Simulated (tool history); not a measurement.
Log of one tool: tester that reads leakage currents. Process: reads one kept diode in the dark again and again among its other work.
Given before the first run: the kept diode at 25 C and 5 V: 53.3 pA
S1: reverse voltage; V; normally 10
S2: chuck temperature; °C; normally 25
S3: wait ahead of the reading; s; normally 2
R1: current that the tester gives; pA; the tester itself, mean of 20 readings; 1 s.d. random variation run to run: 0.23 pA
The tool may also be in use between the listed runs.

run	hour	S1	S2	S3	R1
1	0	10	25	2	73.51
2	187.3	4.7	25	2	52.83
3	432.8	4.7	25	2	52.99
4	717.3	4.7	25	2	53.03
5	925.2	10	50	2	546.01
6	1143.5	10	25	2	73.21
7	1415.8	10	25	2	73.39
8	1709.7	10	25	2	73.29
9	1973	10	25	1.6	73.73
10	2150.7	10	25	1.6	73.8
11	2348.6	10	25	2.76	72.82
12	2645.1	10	25	0.79	76.39
# hour 2780.1: chuck's temperature calibrated
13	2859	10	25	0.79	76.24
14	3016	10	25	2	73.46
15	3262.7	10	25	2	73.36
16	3515.9	10	25	1.04	74.97
# hour 3541.4: probe card cleaned and baked
17	3775.4	10	25	1.04	75.15
18	4016.7	10	25	1.04	74.6
19	4187.5	10	25	1.43	73.84
20	4327.8	10.1	30	2.87	111.96
21	4553.7	1.9	25	0.71	36.33
# hour 4748.6: tester calibrated
22	4849.4	1.9	25	0.71	36.41
23	5094.1	1.5	38	2	96.89
24	5278.3	2.8	44	0.88	203.2
25	5521.5	2.8	44	0.88	203.49
# hour 5593.7: chuck's temperature calibrated
26	5771.1	7.1	37	2	172.3
27	5899.2	1.9	37	2	99
28	6074.3	1.9	37	0.38	100.7
29	6251.2	1.9	43	0.38	161.45
30	6523.9	10	24	1.6	67.85
31	6775.1	10	23	1.6	62.08
32	7035.7	5.5	25	0.46	60.15
33	7300.7	7.7	25	2.41	65.04
34	7571	7.7	25	2.41	65.24
35	7722.5	1.2	25	5.19	29.33
36	7870.1	17.6	28	2	120.85
37	8000.6	6.1	25	2	58.96
38	8184	3.8	26	2.39	52.34

Table of differences, measured result less the result of that run with no hidden state. Run-to-run variation is the same in both. Gauge scatter possibly is not:
Unlogged tool condition in this case: stray current of the dirty probe card, pA a volt; current scale over the true one, %; true chuck temperature over the reading, C; drift of the gauge itself on leakage_pa, %.
run	R1
1	+0.01
2	+0
3	-0.01
4	-0.01
5	-0.27
6	-0.03
7	-0.05
8	-0.06
9	-0.07
10	-0.08
11	-0.08
12	-0.1
13	+0.02
14	+0
15	-0.01
16	-0.01
17	-0.06
18	-0.07
19	-0.07
20	-0.13
21	-0.05
22	-0.05
23	-0.13
24	-0.28
25	-0.32
26	-0.04
27	-0.03
28	-0.05
29	-0.09
30	-0.03
31	-0.04
32	-0.06
33	-0.07
34	-0.08
35	-0.05
36	-0.15
37	-0.09
38	-0.1
